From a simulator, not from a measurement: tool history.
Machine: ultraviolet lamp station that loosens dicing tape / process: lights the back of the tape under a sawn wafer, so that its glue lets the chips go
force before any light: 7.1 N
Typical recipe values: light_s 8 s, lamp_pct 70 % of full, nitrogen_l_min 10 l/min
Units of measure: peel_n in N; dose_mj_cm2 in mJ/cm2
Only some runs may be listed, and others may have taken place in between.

{"run": 1, "hour": 0.0, "light_s": 8, "lamp_pct": 70, "nitrogen_l_min": 10, "peel_n": 1.139, "dose_mj_cm2": 253}
{"run": 2, "hour": 7.7, "light_s": 8, "lamp_pct": 94, "nitrogen_l_min": 10, "peel_n": 0.63, "dose_mj_cm2": 335}
{"run": 3, "hour": 13.4, "light_s": 8, "lamp_pct": 96, "nitrogen_l_min": 10, "peel_n": 0.609, "dose_mj_cm2": 341}
{"run": 4, "hour": 21.9, "light_s": 7, "lamp_pct": 70, "nitrogen_l_min": 10, "peel_n": 1.476, "dose_mj_cm2": 214}
{"run": 5, "hour": 27.7, "light_s": 8, "lamp_pct": 60, "nitrogen_l_min": 10, "peel_n": 1.438, "dose_mj_cm2": 213}
{"run": 6, "hour": 35.6, "light_s": 8, "lamp_pct": 70, "nitrogen_l_min": 10, "peel_n": 1.185, "dose_mj_cm2": 249}
{"run": 7, "hour": 41.9, "light_s": 8, "lamp_pct": 70, "nitrogen_l_min": 10, "peel_n": 1.148, "dose_mj_cm2": 244}
{"run": 8, "hour": 45.6, "light_s": 5, "lamp_pct": 70, "nitrogen_l_min": 10, "peel_n": 2.274, "dose_mj_cm2": 148}
{"run": 9, "hour": 51.0, "light_s": 5, "lamp_pct": 70, "nitrogen_l_min": 10, "peel_n": 2.321, "dose_mj_cm2": 153}
{"run": 10, "hour": 59.3, "light_s": 5, "lamp_pct": 70, "nitrogen_l_min": 10, "peel_n": 2.29, "dose_mj_cm2": 155}
{"run": 11, "hour": 65.1, "light_s": 5, "lamp_pct": 70, "nitrogen_l_min": 10, "peel_n": 2.31, "dose_mj_cm2": 157}
{"run": 12, "hour": 73.9, "light_s": 8, "lamp_pct": 96, "nitrogen_l_min": 10, "peel_n": 0.648, "dose_mj_cm2": 336}
{"run": 13, "hour": 78.5, "light_s": 8, "lamp_pct": 96, "nitrogen_l_min": 10, "peel_n": 0.615, "dose_mj_cm2": 336}
{"run": 14, "hour": 85.2, "light_s": 8, "lamp_pct": 96, "nitrogen_l_min": 10, "peel_n": 0.651, "dose_mj_cm2": 336}
{"run": 15, "hour": 94.3, "light_s": 8, "lamp_pct": 70, "nitrogen_l_min": 10, "peel_n": 1.241, "dose_mj_cm2": 242}
{"run": 16, "hour": 102.4, "light_s": 8, "lamp_pct": 70, "nitrogen_l_min": 10, "peel_n": 1.235, "dose_mj_cm2": 239}
{"run": 17, "hour": 107.7, "light_s": 8, "lamp_pct": 70, "nitrogen_l_min": 10, "peel_n": 1.176, "dose_mj_cm2": 241}
{"run": 18, "hour": 116.4, "light_s": 8, "lamp_pct": 70, "nitrogen_l_min": 10, "peel_n": 1.23, "dose_mj_cm2": 238}
{"run": 19, "hour": 124.3, "light_s": 8, "lamp_pct": 70, "nitrogen_l_min": 10, "peel_n": 1.242, "dose_mj_cm2": 238}
{"run": 20, "hour": 133.2, "light_s": 8, "lamp_pct": 79, "nitrogen_l_min": 10, "peel_n": 1, "dose_mj_cm2": 274}
{"run": 21, "hour": 142.2, "light_s": 8, "lamp_pct": 70, "nitrogen_l_min": 10, "peel_n": 1.293, "dose_mj_cm2": 243}
{"run": 22, "hour": 145.9, "light_s": 8, "lamp_pct": 70, "nitrogen_l_min": 10, "peel_n": 1.25, "dose_mj_cm2": 237}
{"run": 23, "hour": 150.5, "light_s": 8, "lamp_pct": 70, "nitrogen_l_min": 8, "peel_n": 1.398, "dose_mj_cm2": 237}
{"run": 24, "hour": 155.6, "light_s": 10, "lamp_pct": 76, "nitrogen_l_min": 12, "peel_n": 0.587, "dose_mj_cm2": 320}
{"run": 25, "hour": 162.2, "light_s": 10, "lamp_pct": 76, "nitrogen_l_min": 12, "peel_n": 0.621, "dose_mj_cm2": 319}
{"run": 26, "hour": 168.1, "light_s": 11, "lamp_pct": 97, "nitrogen_l_min": 5, "peel_n": 0.604, "dose_mj_cm2": 454}
{"run": 27, "hour": 175.6, "light_s": 5, "lamp_pct": 70, "nitrogen_l_min": 10, "peel_n": 2.371, "dose_mj_cm2": 148}
{"run": 28, "hour": 182.7, "light_s": 5, "lamp_pct": 70, "nitrogen_l_min": 10, "peel_n": 2.493, "dose_mj_cm2": 144}
{"run": 29, "hour": 190.2, "light_s": 13, "lamp_pct": 70, "nitrogen_l_min": 10, "peel_n": 0.478, "dose_mj_cm2": 379}
{"run": 30, "hour": 194.3, "light_s": 14, "lamp_pct": 70, "nitrogen_l_min": 10, "peel_n": 0.393, "dose_mj_cm2": 409}
{"run": 31, "hour": 202.1, "light_s": 6, "lamp_pct": 70, "nitrogen_l_min": 13, "peel_n": 1.755, "dose_mj_cm2": 176}
{"run": 32, "hour": 208.8, "light_s": 6, "lamp_pct": 70, "nitrogen_l_min": 13, "peel_n": 1.657, "dose_mj_cm2": 173}
{"run": 33, "hour": 214.4, "light_s": 7, "lamp_pct": 75, "nitrogen_l_min": 13, "peel_n": 1.263, "dose_mj_cm2": 220}
{"run": 34, "hour": 221.1, "light_s": 8, "lamp_pct": 75, "nitrogen_l_min": 4, "peel_n": 2.056, "dose_mj_cm2": 247}
{"run": 35, "hour": 227.2, "light_s": 8, "lamp_pct": 70, "nitrogen_l_min": 8, "peel_n": 1.447, "dose_mj_cm2": 233}
{"run": 36, "hour": 232.0, "light_s": 8, "lamp_pct": 76, "nitrogen_l_min": 10, "peel_n": 1.09, "dose_mj_cm2": 250}
{"run": 37, "hour": 236.1, "light_s": 8, "lamp_pct": 76, "nitrogen_l_min": 3, "peel_n": 2.215, "dose_mj_cm2": 255}
{"run": 38, "hour": 243.2, "light_s": 8, "lamp_pct": 76, "nitrogen_l_min": 3, "peel_n": 2.303, "dose_mj_cm2": 247}
{"run": 39, "hour": 247.8, "light_s": 8, "lamp_pct": 76, "nitrogen_l_min": 3, "peel_n": 2.345, "dose_mj_cm2": 242}
{"run": 40, "hour": 256.2, "light_s": 8, "lamp_pct": 76, "nitrogen_l_min": 3, "peel_n": 2.333, "dose_mj_cm2": 248}

4 ways to go on from here, each from the tool as it stands after run 40. What would each give?
{"run": "A", "hour": 262.9, "light_s": 15, "lamp_pct": 76, "nitrogen_l_min": 7, "peel_n": "?", "dose_mj_cm2": "?"}
{"run": "B", "hour": 262.9, "light_s": 4, "lamp_pct": 64, "nitrogen_l_min": 3, "peel_n": "?", "dose_mj_cm2": "?"}
{"run": "C", "hour": 262.9, "light_s": 8, "lamp_pct": 76, "nitrogen_l_min": 6, "peel_n": "?", "dose_mj_cm2": "?"}
{"run": "D", "hour": 262.9, "light_s": 7, "lamp_pct": 62, "nitrogen_l_min": 6, "peel_n": "?", "dose_mj_cm2": "?"}

run=A peel_n=0.416 dose_mj_cm2=468
run=B peel_n=4.501 dose_mj_cm2=101
run=C peel_n=1.577 dose_mj_cm2=249
run=D peel_n=2.49 dose_mj_cm2=176
The same runs, with their run-to-run variation unchanged, on a tool lacking any hidden condition would have given:
run=A peel_n=0.214 dose_mj_cm2=602
run=B peel_n=3.928 dose_mj_cm2=131
run=C peel_n=1.042 dose_mj_cm2=320
run=D peel_n=1.844 dose_mj_cm2=227
